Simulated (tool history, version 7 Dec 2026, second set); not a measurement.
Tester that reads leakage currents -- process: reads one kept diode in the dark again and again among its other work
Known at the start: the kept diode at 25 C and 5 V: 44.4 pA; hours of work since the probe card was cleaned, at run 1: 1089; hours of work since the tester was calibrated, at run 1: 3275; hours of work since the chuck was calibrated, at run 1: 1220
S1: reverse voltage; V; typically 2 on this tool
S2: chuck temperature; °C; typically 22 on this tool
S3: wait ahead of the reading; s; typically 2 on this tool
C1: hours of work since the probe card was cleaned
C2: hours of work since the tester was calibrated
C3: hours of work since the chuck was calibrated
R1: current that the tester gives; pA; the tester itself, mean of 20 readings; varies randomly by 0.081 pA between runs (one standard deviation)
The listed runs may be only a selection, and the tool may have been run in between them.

run    hour     S1  S2    S3    C1    C2    C3      R1
  1       0      2  22     2  1089  3275  1220   19.83
  2   197.1      2  22     2  1181  3367  1312   19.95
  3   441.7      2  22     2  1295  3481  1426   19.85
  4   551.5      2  22     2  1346  3532  1477   19.73
  5   689.8      2  59     2  1411  3597  1541  441.58
  6   908.6      2  59     2  1513  3699  1643  442.46
  7  1024.6      2  59     2  1567  3753  1698  438.95
  8  1167.2      2  59     2  1633  3819  1764  437.84
     1286.6  -- tester calibrated
  9  1414.9   3.41  59     2  1748    60  1879  565.89
     1537.1  -- chuck's temperature calibrated
 10  1667.8      2  22     2  1865   177    61   21.59
     1691.5  -- tester calibrated, once more
 11  1902.2      2  22     2  1974    98   169   21.84
 12  2085.5      2  46     2  2059   184   255  173.99
 13  2204.7      2  46     2  2115   239   311  173.93
 14  2336.2      2  46     2  2176   301   372  172.37
 15  2587.5      2  46     2  2293   418   489  171.67
 16  2741.9  15.88  22     2  2365   490   561   64.94
 17  2941.5      2  32     2  2459   583   654   52.26
 18  3056.6      2  32     2  2512   637   708   52.16
 19  3281.1      2  32     2  2617   742   813   51.88
 20  3496.7  11.37  32     2  2718   842   913  126.06
 21  3727.1  11.37  32     2  2825   950  1021  125.19
 22  3947.6   8.46  22  0.52  2928  1053  1124   47.38
     4019.4  -- probe card cleaned and baked
 23  4149.3   2.43  22   1.2    61  1145  1216   21.98
 24  4309.4  10.01  44     2   135  1220  1291  309.94
 25  4505.3  11.59  20  3.24   227  1311  1383   39.56
 26  4723.2   9.78  20  3.24   328  1413  1484   36.08
 27    4961  17.13  34  0.45   439  1524  1595  176.65
 28  5204.9   5.76  22  4.63   553  1638  1709   32.86
 29  5359.2   5.76  22  4.63   625  1710  1781    32.8
 30  5474.3   5.76  22  4.63   679  1764  1835   32.96
 31  5610.7   5.76  28  4.63   742  1827  1898   56.64
     5689.4  -- chuck's temperature calibrated
 32    5778  16.86  33  4.63   820  1904    41  168.05
 33  6017.9   2.79  31  2.44   932  2016   153    56.9
 34  6247.7   2.79  31  2.44  1039  2124   261   56.51
 35  6359.5   6.74  22     2  1091  2176   313   39.47
 36  6537.9   4.45  22   9.3  1174  2259   396   31.22
 37  6771.5  10.52  22  0.56  1283  2368   505   51.76
 38  6926.3  10.52  22  0.56  1355  2440   577   51.58
 39  7044.8  10.52  22  0.56  1411  2495   632   51.78

Forecast each of these 3 alternatives for the next run:
  A  7229.3      2  41     2  1497  2582  719   ?
  B  7229.3   1.74  26     2  1497  2582  719   ?
  C  7229.3  10.52  29  9.25  1497  2582  719   ?

run     R1
  A    110
  B  27.64
  C  90.69
Had the tool no hidden state, the same runs would have come out as:
run      R1
  A  115.84
  B   28.92
  C   93.57

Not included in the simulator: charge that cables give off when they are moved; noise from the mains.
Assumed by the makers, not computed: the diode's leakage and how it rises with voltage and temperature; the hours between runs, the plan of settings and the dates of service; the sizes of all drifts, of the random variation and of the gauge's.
